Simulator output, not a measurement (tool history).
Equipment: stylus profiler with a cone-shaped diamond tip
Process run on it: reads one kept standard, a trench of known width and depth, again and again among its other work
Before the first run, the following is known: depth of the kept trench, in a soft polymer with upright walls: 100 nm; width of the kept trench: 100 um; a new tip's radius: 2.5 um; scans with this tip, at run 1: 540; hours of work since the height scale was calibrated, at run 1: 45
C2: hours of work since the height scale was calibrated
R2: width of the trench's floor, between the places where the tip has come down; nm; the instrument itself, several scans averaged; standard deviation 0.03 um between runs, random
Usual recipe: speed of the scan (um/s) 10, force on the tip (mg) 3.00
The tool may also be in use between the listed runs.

Run 1, hour 0.0: usual settings; scans with this tip 540; C2 45. Result: depth of the trench (nm) 101.23, R2 98580 nm.
Run 2, hour 108.8: usual settings; scans with this tip 1212; C2 100. Result: depth of the trench (nm) 101.20, R2 98500 nm.
Run 3, hour 164.9: usual settings; scans with this tip 1558; C2 129. Result: depth of the trench (nm) 101.23, R2 98450 nm.
Run 4, hour 260.8: usual settings; scans with this tip 2150; C2 178. Result: depth of the trench (nm) 101.21, R2 98470 nm.
Run 5, hour 379.7: usual settings; scans with this tip 2884; C2 239. Result: depth of the trench (nm) 101.27, R2 98450 nm.
Run 6, hour 448.3: usual settings; scans with this tip 3307; C2 274. Result: depth of the trench (nm) 101.25, R2 98410 nm.
Run 7, hour 525.7: usual settings; scans with this tip 3785; C2 313. Result: depth of the trench (nm) 101.29, R2 98440 nm.
Run 8, hour 634.0: usual settings; scans with this tip 4454; C2 368. Result: depth of the trench (nm) 101.26, R2 98360 nm.
Run 9, hour 756.6: usual settings but force on the tip (mg) 1.99; scans with this tip 5211; C2 431. Result: depth of the trench (nm) 101.01, R2 98350 nm.
Run 10, hour 857.8: usual settings but force on the tip (mg) 1.99; scans with this tip 5836; C2 483. Result: depth of the trench (nm) 101.02, R2 98310 nm.
Run 11, hour 959.5: usual settings but force on the tip (mg) 1.99; scans with this tip 6463; C2 535. Result: depth of the trench (nm) 101.10, R2 98310 nm.
Run 12, hour 1047.5: usual settings but force on the tip (mg) 1.99; scans with this tip 7007; C2 580. Result: depth of the trench (nm) 101.03, R2 98340 nm.
Run 13, hour 1141.7: usual settings but force on the tip (mg) 2.54; scans with this tip 7588; C2 628. Result: depth of the trench (nm) 101.22, R2 98290 nm.
Run 14, hour 1205.2: usual settings but force on the tip (mg) 2.54; scans with this tip 7980; C2 660. Result: depth of the trench (nm) 101.29, R2 98290 nm.
Run 15, hour 1299.6: usual settings but force on the tip (mg) 5.28; scans with this tip 8563; C2 708. Result: depth of the trench (nm) 101.90, R2 98220 nm.
Run 16, hour 1391.8: usual settings but speed of the scan (um/s) 2, force on the tip (mg) 5.28; scans with this tip 9132; C2 756. Result: depth of the trench (nm) 101.96, R2 98270 nm.
Run 17, hour 1483.7: usual settings; scans with this tip 9700; C2 803. Result: depth of the trench (nm) 101.36, R2 98140 nm.
Run 18, hour 1613.6: usual settings; scans with this tip 10502; C2 869. Result: depth of the trench (nm) 101.38, R2 98180 nm.
At hour 1623.5: height scale calibrated on a step standard.
Run 19, hour 1733.8: usual settings but speed of the scan (um/s) 30; scans with this tip 11241; C2 56. Result: depth of the trench (nm) 101.42, R2 98130 nm.
Run 20, hour 1812.1: usual settings but speed of the scan (um/s) 30; scans with this tip 11724; C2 96. Result: depth of the trench (nm) 101.42, R2 98100 nm.
Run 21, hour 1904.0: usual settings but speed of the scan (um/s) 30; scans with this tip 12291; C2 143. Result: depth of the trench (nm) 101.40, R2 98100 nm.
Run 22, hour 2009.6: usual settings but speed of the scan (um/s) 30; scans with this tip 12943; C2 197. Result: depth of the trench (nm) 101.45, R2 98010 nm.
Run 23, hour 2140.5: usual settings but speed of the scan (um/s) 29, force on the tip (mg) 1.13; scans with this tip 13751; C2 264. Result: depth of the trench (nm) 100.85, R2 97980 nm.
Run 24, hour 2208.1: usual settings but speed of the scan (um/s) 33, force on the tip (mg) 5.08; scans with this tip 14169; C2 299. Result: depth of the trench (nm) 102.00, R2 98060 nm.
At hour 2274.8: height scale calibrated on a step standard, once more.
Run 25, hour 2296.9: usual settings but speed of the scan (um/s) 8, force on the tip (mg) 6.44; scans with this tip 14714; C2 11. Result: depth of the trench (nm) 102.14, R2 98010 nm.
Run 26, hour 2383.0: usual settings but speed of the scan (um/s) 25; scans with this tip 15245; C2 55. Result: depth of the trench (nm) 101.31, R2 98020 nm.
Run 27, hour 2493.1: usual settings but speed of the scan (um/s) 25, force on the tip (mg) 5.49; scans with this tip 15925; C2 111. Result: depth of the trench (nm) 101.95, R2 97960 nm.
Run 28, hour 2586.3: usual settings but speed of the scan (um/s) 25, force on the tip (mg) 5.49; scans with this tip 16500; C2 159. Result: depth of the trench (nm) 101.98, R2 97980 nm.
Run 29, hour 2694.7: usual settings but speed of the scan (um/s) 15; scans with this tip 17169; C2 214. Result: depth of the trench (nm) 101.32, R2 97930 nm.
Run 30, hour 2764.8: usual settings but speed of the scan (um/s) 4, force on the tip (mg) 1.44; scans with this tip 17602; C2 250. Result: depth of the trench (nm) 100.87, R2 97930 nm.
Run 31, hour 2892.9: usual settings but speed of the scan (um/s) 4, force on the tip (mg) 1.44; scans with this tip 18393; C2 316. Result: depth of the trench (nm) 100.86, R2 97960 nm.
Run 32, hour 2993.9: usual settings but speed of the scan (um/s) 5, force on the tip (mg) 1.33; scans with this tip 19016; C2 367. Result: depth of the trench (nm) 100.83, R2 97950 nm.
Run 33, hour 3109.2: usual settings but speed of the scan (um/s) 5, force on the tip (mg) 1.33; scans with this tip 19729; C2 426. Result: depth of the trench (nm) 100.87, R2 97890 nm.
Run 34, hour 3200.4: usual settings but speed of the scan (um/s) 34, force on the tip (mg) 6.48; scans with this tip 20291; C2 473. Result: depth of the trench (nm) 102.19, R2 97810 nm.
Run 35, hour 3303.7: usual settings but speed of the scan (um/s) 34, force on the tip (mg) 6.48; scans with this tip 20929; C2 526. Result: depth of the trench (nm) 102.22, R2 97830 nm.
Run 36, hour 3357.3: usual settings but speed of the scan (um/s) 8, force on the tip (mg) 3.06; scans with this tip 21260; C2 553. Result: depth of the trench (nm) 101.45, R2 97870 nm.
Run 37, hour 3421.6: usual settings but speed of the scan (um/s) 3, force on the tip (mg) 2.17; scans with this tip 21657; C2 586. Result: depth of the trench (nm) 101.11, R2 97880 nm.
Run 38, hour 3531.6: usual settings but speed of the scan (um/s) 3, force on the tip (mg) 2.17; scans with this tip 22336; C2 642. Result: depth of the trench (nm) 101.16, R2 97800 nm.
Run 39, hour 3663.2: usual settings but speed of the scan (um/s) 3, force on the tip (mg) 2.17; scans with this tip 23148; C2 709. Result: depth of the trench (nm) 101.16, R2 97830 nm.
At hour 3732.3: new tip fitted, height scale calibrated.
Run 40, hour 3781.0: usual settings but speed of the scan (um/s) 16, force on the tip (mg) 1.74; scans with this tip 301; C2 25. Result: depth of the trench (nm) 100.88, R2 98510 nm.
Run 41, hour 3869.3: usual settings but speed of the scan (um/s) 9, force on the tip (mg) 8.81; scans with this tip 845; C2 70. Result: depth of the trench (nm) 102.54, R2 98600 nm.

Run by run, hidden condition taken away, random variation retained:
What the log doesn't record here: radius of the tip, um; height scale over the true one, %; drift of the gauge itself on depth_nm, %; drift of the gauge itself on floor_um, %.
run  depth of the trench (nm)     R2
  1                    101.24  98590
  2                    101.19  98540
  3                    101.23  98510
  4                    101.19  98550
  5                    101.24  98570
  6                    101.22  98540
  7                    101.25  98590
  8                    101.20  98530
  9                    100.94  98550
 10                    100.95  98540
 11                    101.01  98560
 12                    100.94  98620
 13                    101.13  98580
 14                    101.18  98600
 15                    101.79  98550
 16                    101.84  98610
 17                    101.23  98510
 18                    101.24  98580
 19                    101.23  98550
 20                    101.22  98540
 21                    101.19  98550
 22                    101.23  98490
 23                    100.62  98480
 24                    101.76  98580
 25                    102.09  98550
 26                    101.25  98570
 27                    101.88  98540
 28                    101.90  98570
 29                    101.23  98540
 30                    100.78  98560
 31                    100.76  98610
 32                    100.72  98620
 33                    100.74  98580
 34                    102.06  98520
 35                    102.08  98550
 36                    101.31  98610
 37                    100.96  98620
 38                    101.00  98560
 39                    100.99  98620
 40                    100.91  98500
 41                    102.55  98620
